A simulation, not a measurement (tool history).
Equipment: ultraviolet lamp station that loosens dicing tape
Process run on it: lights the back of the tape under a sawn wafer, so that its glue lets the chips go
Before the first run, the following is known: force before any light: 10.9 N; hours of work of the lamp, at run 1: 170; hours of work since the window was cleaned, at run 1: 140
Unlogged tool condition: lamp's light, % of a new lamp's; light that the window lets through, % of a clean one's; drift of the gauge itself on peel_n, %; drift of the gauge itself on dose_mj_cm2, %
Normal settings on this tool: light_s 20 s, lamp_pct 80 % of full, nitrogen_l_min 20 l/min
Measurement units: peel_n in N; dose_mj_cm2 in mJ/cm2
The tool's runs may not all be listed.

run,hour,light_s,lamp_pct,nitrogen_l_min,hours of work of the lamp,hours of work since the window was cleaned,peel_n,dose_mj_cm2
1,0,20,80,20,170,140,0.701,389
2,8.9,20,80,31,176,146,0.544,383
3,22.4,20,80,31,185,156,0.557,381
4,31.9,20,80,31,192,162,0.553,378
5,47.2,20,80,31,203,173,0.598,371
6,53.6,20,80,31,207,177,0.586,378
7,62.9,20,80,31,214,184,0.595,372
8,71.9,20,80,31,220,190,0.629,371
9,82.6,20,80,20,227,198,0.81,370
10,93.9,20,80,20,235,205,0.824,364
11,101.8,20,66,20,241,211,1.321,299
12,109.8,20,66,20,246,217,1.253,300
13,121.8,20,80,20,255,225,0.859,353
14,132.1,20,81,20,262,232,0.851,358
15,140,20,81,20,267,238,0.884,362
16,146.4,20,81,20,272,242,0.853,356
17,156.4,20,80,18,279,249,0.964,352
18,164,20,80,18,284,254,0.981,349
19,173.8,20,80,18,291,261,0.986,349
20,183.3,20,80,16,298,268,1.071,344
# hour 186.7: window cleaned of glue's vapour
21,191.1,20,80,16,303,3,0.785,399
22,203,12,80,16,311,11,2.13,233
23,213.2,24,75,11,318,19,0.783,441
24,219.8,19,93,16,323,23,0.655,427
25,235,19,93,16,333,34,0.672,426
26,244.5,19,93,16,340,40,0.659,421
27,252.9,19,93,16,346,46,0.658,422
28,267.5,19,93,13,356,56,0.771,417
29,278.7,23,62,20,364,64,0.992,334
30,291.5,15,87,7,373,73,2.245,305
31,304.7,20,80,21,382,82,0.738,371
32,314.8,20,80,11,389,89,1.215,368
33,324,11,93,7,395,96,3.112,231
34,336.2,27,71,13,404,104,0.722,441
35,342.5,27,71,13,408,109,0.725,435
36,352.6,27,71,13,415,116,0.718,434
37,363.6,27,71,13,423,123,0.769,427
38,375.9,20,82,20,431,132,0.816,365
39,385.5,18,80,7,438,139,2.052,320
40,397,39,80,8,446,147,0.338,688
41,408.1,19,68,38,454,154,1.081,280
42,416,12,82,21,459,160,2.239,212
43,428.8,20,72,20,468,169,1.179,309

Forecast each of these 4 alternatives for the next run:
A,443.8,20,76,20,479,179,?,?
B,443.8,15,98,20,479,179,?,?
C,443.8,36,72,20,479,179,?,?
D,443.8,20,71,32,479,179,?,?

run,peel_n,dose_mj_cm2
A,1.104,324
B,1.162,309
C,0.301,545
D,0.978,303
Without the tool's unlogged condition, the same runs would have read:
run,peel_n,dose_mj_cm2
A,0.558,433
B,0.593,413
C,0.166,728
D,0.485,404
